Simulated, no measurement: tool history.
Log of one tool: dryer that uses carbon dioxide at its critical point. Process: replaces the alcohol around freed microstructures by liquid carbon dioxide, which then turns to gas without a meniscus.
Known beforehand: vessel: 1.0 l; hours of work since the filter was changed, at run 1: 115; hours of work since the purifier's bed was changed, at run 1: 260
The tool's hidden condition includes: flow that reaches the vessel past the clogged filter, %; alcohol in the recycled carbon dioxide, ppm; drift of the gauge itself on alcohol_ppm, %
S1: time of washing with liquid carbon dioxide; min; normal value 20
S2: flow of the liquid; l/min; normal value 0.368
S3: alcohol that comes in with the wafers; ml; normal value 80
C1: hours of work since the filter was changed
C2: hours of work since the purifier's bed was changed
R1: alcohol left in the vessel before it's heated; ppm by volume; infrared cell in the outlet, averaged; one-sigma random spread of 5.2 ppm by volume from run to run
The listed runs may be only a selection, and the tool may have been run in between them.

run	hour	S1	S2	S3	C1	C2	R1
1	0.0	20	0.368	80	115	260	297
2	9.7	20	0.368	80	120	265	297
3	21.5	20	0.368	80	126	271	326
4	28.1	20	0.368	80	130	275	327
5	36.6	20	0.272	80	134	279	1159
6	49.9	20	0.368	80	141	286	359
7	57.1	20	0.368	80	145	290	348
8	69.4	20	0.368	80	151	296	387
# hour 74.9: inlet filter changed
9	78.1	20	0.368	29	2	300	121
10	87.8	20	0.368	80	7	306	180
11	100.6	20	0.368	80	13	312	180
12	111.2	20	0.368	80	19	318	193
13	116.7	13	0.368	80	22	321	1153
14	124.0	31	0.408	106	26	324	89
15	136.8	13	0.525	107	32	331	369
16	142.3	15	0.525	91	35	334	196
17	154.9	22	0.305	46	42	341	224
18	163.4	29	0.362	80	46	345	113
19	173.2	29	0.362	80	51	350	101
20	180.5	20	0.421	80	55	354	159
21	187.7	20	0.421	80	59	358	164
22	200.9	17	0.421	23	66	365	144
23	206.3	29	0.368	80	69	367	107

What if the next run were any one of these 5? Each begins from the tool's condition after run 23:
A	218.2	20	0.591	41	75	374	?
B	218.2	17	0.595	101	75	374	?
C	218.2	22	0.223	88	75	374	?
D	218.2	20	0.368	115	75	374	?
E	218.2	20	0.236	80	75	374	?

run	R1
A	102
B	135
C	1332
D	332
E	1446
With no hidden state in the tool, these same runs would have given:
run	R1
A	5
B	22
C	809
D	129
E	901
